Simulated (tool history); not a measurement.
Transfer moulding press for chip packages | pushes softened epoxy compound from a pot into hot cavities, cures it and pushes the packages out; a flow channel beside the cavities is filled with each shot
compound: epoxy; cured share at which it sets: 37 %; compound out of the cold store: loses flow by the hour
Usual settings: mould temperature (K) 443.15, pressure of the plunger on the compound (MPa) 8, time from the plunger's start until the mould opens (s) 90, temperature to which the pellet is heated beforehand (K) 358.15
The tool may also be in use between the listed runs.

run    day  mould temperature (K)  pressure of the plunger on the compound (MPa)  time from the plunger's start until the mould opens (s)  temperature to which the pellet is heated beforehand (K)  incoming compound's hours out of the cold store  length that the compound runs in the flow channel (mm)  greatest force on the pins that push the packages out (N)
  1      0                 443.15                                              8                                                       90                                                    358.15                                             47.6                                                     614                                                        540
  2  0.358                 443.15                                              8                                                       90                                                    358.15                                             20.8                                                     638                                                        598
  3   0.55                 443.15                                              8                                                       90                                                    358.15                                              8.1                                                     668                                                        603
  4  0.742                 443.15                                           7.68                                                       90                                                    358.15                                             19.4                                                     656                                                        565
  5  0.962                 443.15                                           7.68                                                       90                                                    367.15                                              8.6                                                     665                                                        590
  6  1.175                 443.15                                           7.68                                                       90                                                    367.15                                             46.2                                                     614                                                        559
  7    1.5                 443.15                                              8                                                       75                                                    358.15                                             47.1                                                     619                                                        803
  8  1.758                 443.15                                              8                                                       75                                                    358.15                                             16.8                                                     654                                                        873
  9  2.133                 443.15                                              8                                                       75                                                    358.15                                             11.1                                                     671                                                        897
 10  2.529                 443.15                                              8                                                       90                                                    358.15                                             43.1                                                     616                                                        582
 11  2.738                 442.15                                              8                                                       90                                                    358.15                                             42.4                                                     626                                                        597
 12  2.971                 443.15                                              8                                                       90                                                    357.15                                             25.1                                                     641                                                        583
     3.062  -- cavities cleaned with cleaning compound and waxed
 13  3.338                 443.15                                              8                                                       90                                                    358.15                                               37                                                     624                                                        567
 14  3.517                 443.15                                              8                                                       90                                                    358.15                                               38                                                     619                                                        581
 15  3.846                 443.15                                              8                                                       90                                                    358.15                                             31.2                                                     634                                                        593
 16   4.15                 443.15                                           6.65                                                       90                                                    348.15                                             45.4                                                     559                                                        565
 17  4.571                 441.15                                           8.41                                                       78                                                    360.15                                             12.9                                                     689                                                        912
 18  4.812                 441.15                                           8.41                                                       78                                                    360.15                                             46.9                                                     636                                                        864
 19  5.088                 439.15                                           8.41                                                      101                                                    353.15                                             33.3                                                     663                                                        618
 20   5.45                 443.15                                              8                                                       90                                                    361.15                                             26.3                                                     643                                                        572
 21  5.846                 443.15                                              8                                                       92                                                    349.15                                             19.4                                                     649                                                        568
 22  6.188                 444.15                                           6.89                                                       92                                                    366.15                                             33.1                                                     584                                                        538
 23  6.508                 441.15                                           7.68                                                       75                                                    368.15                                             31.4                                                     632                                                        952
 24  6.825                 446.15                                            9.9                                                      102                                                    358.15                                             15.1                                                     722                                                        461
 25  7.062                 443.15                                           8.56                                                      114                                                    352.15                                             46.4                                                     639                                                        449
 26  7.438                 443.15                                           8.47                                                      100                                                    352.15                                               32                                                     654                                                        504
     7.833  -- cavities cleaned with cleaning compound and waxed
 27  7.925                 444.15                                              8                                                       90                                                    358.15                                             25.5                                                     653                                                        551
 28  8.117                 444.15                                            7.8                                                       82                                                    358.15                                               25                                                     632                                                        629
 29  8.321                 443.15                                           6.61                                                       90                                                    358.15                                             25.6                                                     583                                                        568

Forecast each of these 3 alternatives for the next run:
  A  8.542                 446.15                                              8                                                       98                                                    357.15                                             10.9                                                       ?                                                          ?
  B  8.542                 445.15                                           6.61                                                      109                                                    364.15                                             29.4                                                       ?                                                          ?
  C  8.542                 443.15                                              8                                                       90                                                    355.15                                             29.5                                                       ?                                                          ?

run  length that the compound runs in the flow channel (mm)  greatest force on the pins that push the packages out (N)
  A                                                     654                                                        456
  B                                                     569                                                        452
  C                                                     639                                                        572
Without the tool's hidden state the same runs would have given:
run  length that the compound runs in the flow channel (mm)  greatest force on the pins that push the packages out (N)
  A                                                     655                                                        454
  B                                                     570                                                        450
  C                                                     640                                                        570

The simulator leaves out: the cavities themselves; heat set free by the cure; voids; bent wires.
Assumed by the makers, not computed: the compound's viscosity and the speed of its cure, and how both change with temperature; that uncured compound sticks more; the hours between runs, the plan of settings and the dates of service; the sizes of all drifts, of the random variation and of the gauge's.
